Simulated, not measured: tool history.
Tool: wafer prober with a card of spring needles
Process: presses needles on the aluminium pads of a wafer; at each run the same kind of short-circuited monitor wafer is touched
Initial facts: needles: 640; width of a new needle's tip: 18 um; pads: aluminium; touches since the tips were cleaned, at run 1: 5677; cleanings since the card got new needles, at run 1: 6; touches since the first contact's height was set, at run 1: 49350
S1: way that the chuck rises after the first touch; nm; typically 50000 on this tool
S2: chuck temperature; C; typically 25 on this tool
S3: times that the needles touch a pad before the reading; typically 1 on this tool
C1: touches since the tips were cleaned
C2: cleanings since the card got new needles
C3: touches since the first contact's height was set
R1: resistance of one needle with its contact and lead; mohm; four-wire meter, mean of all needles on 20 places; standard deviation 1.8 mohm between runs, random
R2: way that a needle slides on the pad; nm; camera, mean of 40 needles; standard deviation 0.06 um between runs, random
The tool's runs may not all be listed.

run 1 hour=0.0 | S1=50000 S2=25 S3=1 | C1=5677 C2=6 C3=49350 | R1=327 R2=10540
-- hour=5.4 tips cleaned on abrasive film
run 2 hour=10.1 | S1=50000 S2=25 S3=1 | C1=977 C2=7 C3=51442 | R1=240 R2=10660
run 3 hour=20.5 | S1=50000 S2=25 S3=1 | C1=3146 C2=7 C3=53611 | R1=296 R2=10570
run 4 hour=30.9 | S1=50000 S2=25 S3=1 | C1=5298 C2=7 C3=55763 | R1=326 R2=10530
-- hour=38.2 tips cleaned on abrasive film
run 5 hour=38.5 | S1=37000 S2=25 S3=1 | C1=49 C2=8 C3=57331 | R1=223 R2=7830
run 6 hour=45.9 | S1=37000 S2=25 S3=1 | C1=1601 C2=8 C3=58883 | R1=346 R2=7750
run 7 hour=51.4 | S1=37000 S2=25 S3=1 | C1=2741 C2=8 C3=60023 | R1=390 R2=7830
run 8 hour=58.1 | S1=37000 S2=25 S3=1 | C1=4133 C2=8 C3=61415 | R1=429 R2=7800
run 9 hour=65.4 | S1=37000 S2=25 S3=1 | C1=5666 C2=8 C3=62948 | R1=450 R2=7780
-- hour=70.5 tips cleaned on abrasive film
run 10 hour=70.5 | S1=55000 S2=25 S3=1 | C1=0 C2=9 C3=63995 | R1=196 R2=11590
run 11 hour=77.1 | S1=55000 S2=25 S3=1 | C1=1362 C2=9 C3=65357 | R1=248 R2=11470
run 12 hour=85.4 | S1=55000 S2=25 S3=1 | C1=3093 C2=9 C3=67088 | R1=279 R2=11520
run 13 hour=93.2 | S1=55000 S2=25 S3=1 | C1=4737 C2=9 C3=68732 | R1=301 R2=11670
-- hour=103.5 tips cleaned on abrasive film
run 14 hour=103.5 | S1=55000 S2=25 S3=1 | C1=0 C2=10 C3=70846 | R1=192 R2=11550
run 15 hour=109.4 | S1=55000 S2=25 S3=1 | C1=1235 C2=10 C3=72081 | R1=244 R2=11560
run 16 hour=119.3 | S1=55000 S2=25 S3=1 | C1=3290 C2=10 C3=74136 | R1=292 R2=11570
run 17 hour=131.0 | S1=55000 S2=25 S3=1 | C1=5732 C2=10 C3=76578 | R1=313 R2=11700
-- hour=136.2 tips cleaned on abrasive film
run 18 hour=136.8 | S1=55000 S2=53 S3=1 | C1=113 C2=11 C3=77767 | R1=208 R2=11530
run 19 hour=144.3 | S1=50000 S2=44 S3=1 | C1=1675 C2=11 C3=79329 | R1=275 R2=10510
run 20 hour=155.7 | S1=50000 S2=44 S3=1 | C1=4057 C2=11 C3=81711 | R1=328 R2=10430
run 21 hour=164.1 | S1=46000 S2=44 S3=2 | C1=5801 C2=11 C3=83455 | R1=287 R2=9650
-- hour=169.1 tips cleaned on abrasive film
run 22 hour=175.4 | S1=46000 S2=44 S3=2 | C1=1309 C2=12 C3=85793 | R1=240 R2=9600
run 23 hour=182.0 | S1=51000 S2=44 S3=2 | C1=2695 C2=12 C3=87179 | R1=255 R2=10650
run 24 hour=189.0 | S1=49000 S2=32 S3=2 | C1=4144 C2=12 C3=88628 | R1=266 R2=10280
run 25 hour=200.9 | S1=48000 S2=42 S3=1 | C1=6637 C2=12 C3=91121 | R1=348 R2=10090
-- hour=201.6 tips cleaned on abrasive film
run 26 hour=207.0 | S1=48000 S2=42 S3=1 | C1=1139 C2=13 C3=92372 | R1=252 R2=9910
run 27 hour=219.1 | S1=48000 S2=42 S3=1 | C1=3652 C2=13 C3=94885 | R1=325 R2=9990
run 28 hour=229.2 | S1=50000 S2=76 S3=2 | C1=5756 C2=13 C3=96989 | R1=277 R2=10560
-- hour=234.2 tips cleaned on abrasive film
run 29 hour=234.2 | S1=50000 S2=76 S3=2 | C1=0 C2=14 C3=98030 | R1=199 R2=10370
run 30 hour=240.1 | S1=58000 S2=115 S3=1 | C1=1216 C2=14 C3=99246 | R1=251 R2=11970
run 31 hour=250.8 | S1=56000 S2=77 S3=3 | C1=3446 C2=14 C3=101476 | R1=229 R2=11840
run 32 hour=257.7 | S1=50000 S2=25 S3=3 | C1=4889 C2=14 C3=102919 | R1=239 R2=10400
run 33 hour=264.8 | S1=50000 S2=33 S3=1 | C1=6363 C2=14 C3=104393 | R1=343 R2=10330
-- hour=267.3 tips cleaned on abrasive film
run 34 hour=272.2 | S1=67000 S2=65 S3=3 | C1=1025 C2=15 C3=105932 | R1=203 R2=14010

Across each entry between runs, compare the hidden state at the last listed run before it with the hidden state at the first listed run after it:
Run 1 -> run 2: tips cleaned on abrasive film (hour 5.4)
  debris on the tips, nm: 151.7 -> 60.8; way that the needles fall short of the set height, um: 0.59 -> 0.69; tips' diameter, um: 18.21 -> 18.24
  measured result minus the result with no hidden state, R1: +146 -> +60 mohm; R2: -120 -> -140 nm
Run 4 -> run 5: tips cleaned on abrasive film (hour 38.2)
  debris on the tips, nm: 148.8 -> 21.3; way that the needles fall short of the set height, um: 0.69 -> 0.83; tips' diameter, um: 18.24 -> 18.29
  measured result minus the result with no hidden state, R1: +144 -> +36 mohm; R2: -150 -> -180 nm
Run 9 -> run 10: tips cleaned on abrasive film (hour 70.5)
  debris on the tips, nm: 152.6 -> 12.9; way that the needles fall short of the set height, um: 0.83 -> 0.95; tips' diameter, um: 18.29 -> 18.33
  measured result minus the result with no hidden state, R1: +260 -> +12 mohm; R2: -170 -> -210 nm
Run 13 -> run 14: tips cleaned on abrasive film (hour 103.5)
  debris on the tips, nm: 143.7 -> 12.9; way that the needles fall short of the set height, um: 0.95 -> 1.03; tips' diameter, um: 18.33 -> 18.36
  measured result minus the result with no hidden state, R1: +121 -> +11 mohm; R2: -210 -> -220 nm
Run 17 -> run 18: tips cleaned on abrasive film (hour 136.2)
  debris on the tips, nm: 152.9 -> 24.1; way that the needles fall short of the set height, um: 1.03 -> 1.11; tips' diameter, um: 18.36 -> 18.39
  measured result minus the result with no hidden state, R1: +131 -> +20 mohm; R2: -230 -> -240 nm
Run 21 -> run 22: tips cleaned on abrasive film (hour 169.1)
  debris on the tips, nm: 153.6 -> 77.4; way that the needles fall short of the set height, um: 1.11 -> 1.21; tips' diameter, um: 18.39 -> 18.42
  measured result minus the result with no hidden state, R1: +103 -> +53 mohm; R2: -240 -> -260 nm
Run 25 -> run 26: tips cleaned on abrasive film (hour 201.6)
  debris on the tips, nm: 157.5 -> 63.7; way that the needles fall short of the set height, um: 1.21 -> 1.35; tips' diameter, um: 18.42 -> 18.47
  measured result minus the result with no hidden state, R1: +164 -> +68 mohm; R2: -260 -> -290 nm
Run 28 -> run 29: tips cleaned on abrasive film (hour 234.2)
  debris on the tips, nm: 152.3 -> 9.5; way that the needles fall short of the set height, um: 1.35 -> 1.48; tips' diameter, um: 18.47 -> 18.52
  measured result minus the result with no hidden state, R1: +86 -> +7 mohm; R2: -290 -> -320 nm
Run 33 -> run 34: tips cleaned on abrasive film (hour 267.3)
  debris on the tips, nm: 155.1 -> 66.6; way that the needles fall short of the set height, um: 1.48 -> 1.57; tips' diameter, um: 18.52 -> 18.55
  measured result minus the result with no hidden state, R1: +157 -> +15 mohm; R2: -320 -> -340 nm

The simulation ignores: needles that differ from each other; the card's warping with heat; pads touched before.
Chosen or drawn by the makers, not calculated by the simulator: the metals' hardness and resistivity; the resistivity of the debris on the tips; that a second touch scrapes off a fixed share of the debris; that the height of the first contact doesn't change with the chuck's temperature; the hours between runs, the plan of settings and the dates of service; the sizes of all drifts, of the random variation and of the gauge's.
